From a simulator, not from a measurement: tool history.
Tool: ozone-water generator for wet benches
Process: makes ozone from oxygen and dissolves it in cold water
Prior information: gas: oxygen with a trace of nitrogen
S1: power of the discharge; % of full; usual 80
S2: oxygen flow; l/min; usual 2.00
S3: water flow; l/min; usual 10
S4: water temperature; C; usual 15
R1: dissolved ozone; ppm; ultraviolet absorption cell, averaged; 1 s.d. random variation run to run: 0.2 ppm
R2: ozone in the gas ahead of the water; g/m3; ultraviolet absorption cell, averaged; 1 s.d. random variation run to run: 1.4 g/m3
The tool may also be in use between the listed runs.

run	hour	S1	S2	S3	S4	R1	R2
1	0.0	80	2.00	10	15	27.2	249.2
2	125.0	80	1.68	10	15	26.5	268.6
3	255.2	80	1.68	10	15	26.2	269.4
4	327.8	80	1.68	10	15	26.4	269.7
5	410.9	80	1.68	7	15	34.3	269.4
6	510.0	80	1.68	7	15	34.0	267.1
7	594.7	80	1.68	7	15	34.0	265.6
8	708.4	80	2.00	10	15	26.8	246.8
9	858.6	80	2.00	10	15	26.6	240.8
10	1007.8	80	2.00	10	15	26.2	241.9
11	1079.7	80	2.00	10	15	26.3	242.2
12	1201.1	80	2.00	10	15	26.1	241.3
13	1265.3	80	2.00	10	15	26.2	240.6
14	1353.8	80	2.00	10	15	26.2	241.3
15	1452.1	80	3.33	10	15	27.2	186.1
16	1524.2	80	2.00	10	15	26.0	239.5
17	1599.4	80	2.00	10	15	25.5	239.5
18	1697.1	80	2.00	10	15	25.9	238.7
19	1786.7	80	2.00	10	15	25.6	239.9
20	1905.6	96	1.63	10	12	28.2	293.7
21	1994.4	41	1.63	12	12	14.3	176.1
22	2132.5	41	1.63	12	12	14.3	176.8
# hour 2139.8: water thermometer calibrated
23	2270.9	41	1.63	12	12	14.3	174.8
24	2376.7	80	2.00	10	13	25.8	235.3
25	2479.9	80	2.00	10	13	25.7	232.8
# hour 2592.0: water thermometer calibrated, once more
26	2616.4	52	2.17	10	19	18.9	174.5
27	2721.4	91	2.17	10	20	25.6	242.7
28	2865.5	91	1.22	7	20	31.7	316.7
29	2939.2	53	1.22	7	16	24.4	230.8
30	3042.1	53	1.22	7	16	24.0	233.2
31	3129.4	90	1.15	10	15	23.5	323.4
32	3255.9	80	2.00	16	15	16.0	229.5

Each row is a separate what-if for the run after 32, all from the same tool condition, not one after another. Results?
A	3379.6	56	3.32	16	9	?	?
B	3379.6	92	2.00	8	15	?	?
C	3379.6	80	1.54	10	11	?	?
D	3379.6	81	2.00	13	14	?	?

run	R1	R2
A	15.4	146.2
B	31.9	250.1
C	24.0	259.6
D	19.8	231.1
What these runs would have given with no unlogged condition in the tool:
run	R1	R2
A	17.8	164.0
B	38.1	292.0
C	28.4	299.8
D	23.6	267.1

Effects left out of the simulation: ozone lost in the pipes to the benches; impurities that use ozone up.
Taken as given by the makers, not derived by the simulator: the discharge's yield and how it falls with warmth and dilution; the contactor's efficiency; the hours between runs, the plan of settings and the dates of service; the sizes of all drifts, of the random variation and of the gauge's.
